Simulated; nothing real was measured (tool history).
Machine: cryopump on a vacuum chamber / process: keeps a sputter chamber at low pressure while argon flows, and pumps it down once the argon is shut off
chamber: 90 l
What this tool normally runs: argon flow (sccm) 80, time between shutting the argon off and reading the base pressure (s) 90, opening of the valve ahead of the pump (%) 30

run	day	argon flow (sccm)	time between shutting the argon off and reading the base pressure (s)	opening of the valve ahead of the pump (%)	pressure while argon flows (Pa)	pressure after the wait (uPa)
1	0	80	90	30	0.4877	3.83
2	2.208	80	90	30	0.4937	3.83
3	3.938	80	75	30	0.4923	4.25
# day 4.804: pump warmed up, emptied and cooled again
4	5.492	45	75	30	0.2554	3.83
5	6.783	45	75	30	0.2535	3.76
6	8.454	45	75	30	0.2552	3.77
7	9.804	45	75	30	0.258	3.86
8	11.883	80	52	30	0.4607	4.72
9	14.05	80	52	30	0.4625	4.85
10	15.754	80	25	30	0.4602	7.71
11	17.304	80	25	30	0.4646	7.88
12	18.771	80	90	30	0.4634	3.88
13	20	80	90	30	0.4644	4.15
14	21.188	80	90	30	0.465	4.16
15	23.162	80	90	25	0.5578	4.17
16	24.4	80	90	30	0.4674	4.29
17	25.596	80	109	30	0.4701	4.06
18	27.075	42	141	30	0.2478	3.92
19	29.017	80	183	21	0.6681	3.71
20	30.112	80	50	43	0.3385	5.63
21	32.325	48	242	54	0.1637	3.57

Forecast run 22:
22	34.338	34	59	54	?	?

Run 22 yielded pressure while argon flows (Pa) 0.1167, pressure after the wait (uPa) 5.47.
Were there no unlogged condition in the tool, this run, its random variation unchanged, would have produced pressure while argon flows (Pa) 0.1063, pressure after the wait (uPa) 2.57.
